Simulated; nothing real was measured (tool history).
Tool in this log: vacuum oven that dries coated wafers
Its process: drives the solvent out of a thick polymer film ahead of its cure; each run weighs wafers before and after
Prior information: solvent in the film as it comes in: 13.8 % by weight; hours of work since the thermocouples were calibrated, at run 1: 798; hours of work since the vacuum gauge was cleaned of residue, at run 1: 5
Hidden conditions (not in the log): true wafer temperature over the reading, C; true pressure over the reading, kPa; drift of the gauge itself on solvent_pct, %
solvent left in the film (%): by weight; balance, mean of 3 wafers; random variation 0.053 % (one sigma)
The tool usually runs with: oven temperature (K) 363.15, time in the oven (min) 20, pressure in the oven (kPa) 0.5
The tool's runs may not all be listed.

run	hour	oven temperature (K)	time in the oven (min)	pressure in the oven (kPa)	hours of work since the thermocouples were calibrated	hours of work since the vacuum gauge was cleaned of residue	solvent left in the film (%)
1	0	363.15	20	0.5	798	5	1.71
2	16.8	363.15	20	0.5	809	16	1.64
3	40.2	363.15	20	0.5	826	33	1.68
4	50.5	363.15	20	0.5	833	40	1.62
5	70.2	363.15	20	0.5	847	54	1.65
6	85.5	363.15	13	0.5	858	65	3.03
7	101	363.15	13	0.5	868	75	2.88
8	118.3	363.15	13	0.5	881	88	2.79
9	141.7	363.15	20	0.553	897	104	1.72
10	155.7	363.15	20	0.553	907	114	1.74
11	172.4	356.15	12	0.262	919	125	4.65
12	183.2	356.15	12	0.262	926	133	4.72
13	196.5	363.15	11	0.45	935	142	3.33
14	208.4	374.15	20	0.5	944	151	0.64
15	226.8	374.15	20	0.5	957	164	0.58
16	241.1	374.15	20	0.5	967	174	0.62
17	264.1	368.15	25	1.192	983	190	1.56
18	280.7	368.15	12	0.858	994	201	2.48
# hour 294.8: oven's thermocouples calibrated
19	306.2	363.15	35	0.5	8	218	0.91
20	325.3	363.15	35	0.5	21	231	0.9

Below, some changes in solvent left in the film (%) between adjacent runs. For each, the amount present without the hidden state too (settings, incoming material, random variation) and the amount remaining for the hidden state with gauge scatter not shared by both compared results:
Run 10 -> 11: oven temperature (K) 363.15 -> 356.15, time in the oven (min) 20 -> 12, pressure in the oven (kPa) 0.553 -> 0.262. solvent left in the film (%) +2.91: hidden state +0, all else +2.91.
Run 13 -> 14: oven temperature (K) 363.15 -> 374.15, time in the oven (min) 11 -> 20, pressure in the oven (kPa) 0.45 -> 0.5. solvent left in the film (%) -2.69: hidden state +0.01, all else -2.7.
Run 17 -> 18: time in the oven (min) 25 -> 12, pressure in the oven (kPa) 1.192 -> 0.858. solvent left in the film (%) +0.92: hidden state -0.02, all else +0.94.
Run 18 -> 19: oven temperature (K) 368.15 -> 363.15, time in the oven (min) 12 -> 35, pressure in the oven (kPa) 0.858 -> 0.5, oven's thermocouples calibrated. solvent left in the film (%) -1.57: hidden state +0.03, all else -1.6.
